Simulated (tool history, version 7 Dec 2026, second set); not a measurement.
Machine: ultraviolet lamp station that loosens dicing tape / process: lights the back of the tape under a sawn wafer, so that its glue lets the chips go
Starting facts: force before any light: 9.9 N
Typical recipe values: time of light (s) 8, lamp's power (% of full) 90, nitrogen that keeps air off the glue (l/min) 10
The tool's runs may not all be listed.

run,hour,time of light (s),lamp's power (% of full),nitrogen that keeps air off the glue (l/min),force that peels the tape off (N),light that reached the tape (mJ/cm²)
1,0,8,90,10,1.165,327
2,32,8,62,10,2.324,221
3,59.3,8,66,10,2.208,227
4,100.1,8,90,10,0.721,419
5,129.9,8,90,10,0.776,408
6,151.8,8,90,19,0.63,407
7,178,8,90,19,0.637,400
8,205.5,8,90,19,0.635,396
9,223,8,78,19,0.904,337
10,262.6,8,78,19,1.05,310
11,300.5,8,78,19,1.099,305
12,323.6,8,78,19,1.137,309
13,342.6,8,78,19,1.12,296
14,364,11,78,19,0.618,412
15,387.5,11,78,19,0.634,403
16,412.1,11,78,19,0.662,399
17,452.3,8,90,6,1.442,326
18,489.3,8,90,6,1.478,323
19,517.3,8,90,6,0.901,421
20,535.8,8,90,6,0.932,417
21,564.1,8,90,6,0.951,412
22,586.7,8,78,4,1.535,347
23,607.3,8,78,4,1.585,343
24,632.5,6,73,10,2.026,244
25,666.9,6,73,10,2.023,236
26,693,6,73,3,2.915,237
27,709.8,5,73,20,2.324,192
28,743.7,5,73,20,2.447,188
29,768.3,6,80,4,2.528,246
30,799.5,10,69,4,1.564,358
31,817.8,8,66,5,2.168,263
32,836.7,10,80,4,1.236,398
33,871.3,6,79,5,2.605,230
34,904.5,6,81,20,1.78,238
35,930.8,8,62,10,1.994,235

Not shown here: 3 entries made in the log between runs. Locate each between two listed runs and compare the hidden state at the listed run before it with the hidden state at the listed run after it:
Runs 3 to 4: lamp changed (hour 84)
  lamp's light, % of a new lamp's: 73 -> 98.4; light that the window lets through, % of a clean one's: 91.2 -> 90.3
  measured less the result without the state, force that peels the tape off (N): +1.106 -> +0.157; light that reached the tape (mJ/cm²): -115 -> -52
Runs 9 to 10: window cleaned of glue's vapour (hour 256.5)
  lamp's light, % of a new lamp's: 95.7 -> 94.9; light that the window lets through, % of a clean one's: 87.5 -> 81.1
  measured less the result without the state, force that peels the tape off (N): +0.276 -> +0.433; light that reached the tape (mJ/cm²): -66 -> -93
Runs 18 to 19: window cleaned of glue's vapour, once more (hour 502.3)
  lamp's light, % of a new lamp's: 90.1 -> 89.5; light that the window lets through, % of a clean one's: 75.9 -> 99.6
  measured less the result without the state, force that peels the tape off (N): +0.769 -> +0.19; light that reached the tape (mJ/cm²): -149 -> -51
